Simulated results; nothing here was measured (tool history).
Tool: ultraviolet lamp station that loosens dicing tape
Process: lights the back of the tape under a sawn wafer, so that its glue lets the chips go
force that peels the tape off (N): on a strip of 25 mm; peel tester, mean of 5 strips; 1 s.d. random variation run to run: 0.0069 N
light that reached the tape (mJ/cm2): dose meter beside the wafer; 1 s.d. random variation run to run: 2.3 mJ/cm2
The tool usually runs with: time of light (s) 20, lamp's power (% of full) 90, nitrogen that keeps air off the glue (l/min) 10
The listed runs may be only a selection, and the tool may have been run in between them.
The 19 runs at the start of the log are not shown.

| run | hour | time of light (s) | lamp's power (% of full) | nitrogen that keeps air off the glue (l/min) | hours of work of the lamp | hours of work since the window was cleaned | force that peels the tape off (N) | light that reached the tape (mJ/cm2) |
|---|---|---|---|---|---|---|---|---|
| 20 | 150.3 | 20 | 90 | 4 | 164 | 80 | 0.649 | 216 |
| 21 | 155.1 | 20 | 90 | 10 | 167 | 82 | 0.285 | 222 |
| 22 | 162.5 | 20 | 90 | 14 | 171 | 86 | 0.221 | 222 |
| 23 | 172.7 | 11 | 91 | 6 | 176 | 92 | 1.686 | 124 |
| 24 | 178.3 | 17 | 90 | 8 | 179 | 95 | 0.527 | 188 |
| 25 | 184.9 | 20 | 93 | 10 | 183 | 98 | 0.262 | 228 |
| 26 | 192.9 | 13 | 80 | 6 | 187 | 103 | 1.581 | 126 |
| 27 | 202.1 | 33 | 97 | 10 | 192 | 107 | 0.115 | 387 |
| 28 | 211.8 | 17 | 97 | 10 | 197 | 113 | 0.37 | 198 |
| 29 | 217 | 11 | 67 | 18 | 200 | 115 | 1.598 | 87 |
| 30 | 224 | 11 | 67 | 18 | 204 | 119 | 1.623 | 87 |
| 31 | 232.6 | 11 | 67 | 18 | 208 | 124 | 1.594 | 88 |
| 32 | 237.9 | 30 | 80 | 9 | 211 | 126 | 0.161 | 290 |
| 33 | 244.3 | 30 | 80 | 9 | 214 | 130 | 0.16 | 285 |
| 34 | 249.1 | 20 | 90 | 6 | 217 | 132 | 0.456 | 213 |
| 35 | 255 | 20 | 90 | 6 | 220 | 136 | 0.464 | 216 |
| 36 | 263.6 | 16 | 61 | 6 | 225 | 140 | 1.778 | 111 |
| 37 | 268.4 | 16 | 61 | 6 | 227 | 143 | 1.762 | 117 |
| 38 | 276 | 30 | 100 | 14 | 231 | 147 | 0.097 | 359 |
| 39 | 280.2 | 20 | 90 | 11 | 233 | 149 | 0.283 | 213 |
| 40 | 288.4 | 12 | 91 | 8 | 238 | 153 | 1.235 | 130 |
| 41 | 298.1 | 28 | 62 | 8 | 243 | 158 | 0.405 | 205 |
| 42 | 302.3 | 28 | 62 | 8 | 245 | 161 | 0.429 | 202 |
| 43 | 306.8 | 10 | 74 | 7 | 248 | 163 | 2.495 | 89 |

Below are 3 alternative next runs, each starting from the tool's condition after run 43. Predict each:
| A | 311.4 | 37 | 95 | 5 | 250 | 166 | ? | ? |
| B | 311.4 | 11 | 66 | 7 | 250 | 166 | ? | ? |
| C | 311.4 | 36 | 90 | 10 | 250 | 166 | ? | ? |

| run | force that peels the tape off (N) | light that reached the tape (mJ/cm2) |
|---|---|---|
| A | 0.134 | 411 |
| B | 2.636 | 85 |
| C | 0.12 | 385 |
What these runs would have given with no unlogged condition in the tool:
| run | force that peels the tape off (N) | light that reached the tape (mJ/cm2) |
|---|---|---|
| A | 0.122 | 453 |
| B | 2.301 | 93 |
| C | 0.115 | 424 |

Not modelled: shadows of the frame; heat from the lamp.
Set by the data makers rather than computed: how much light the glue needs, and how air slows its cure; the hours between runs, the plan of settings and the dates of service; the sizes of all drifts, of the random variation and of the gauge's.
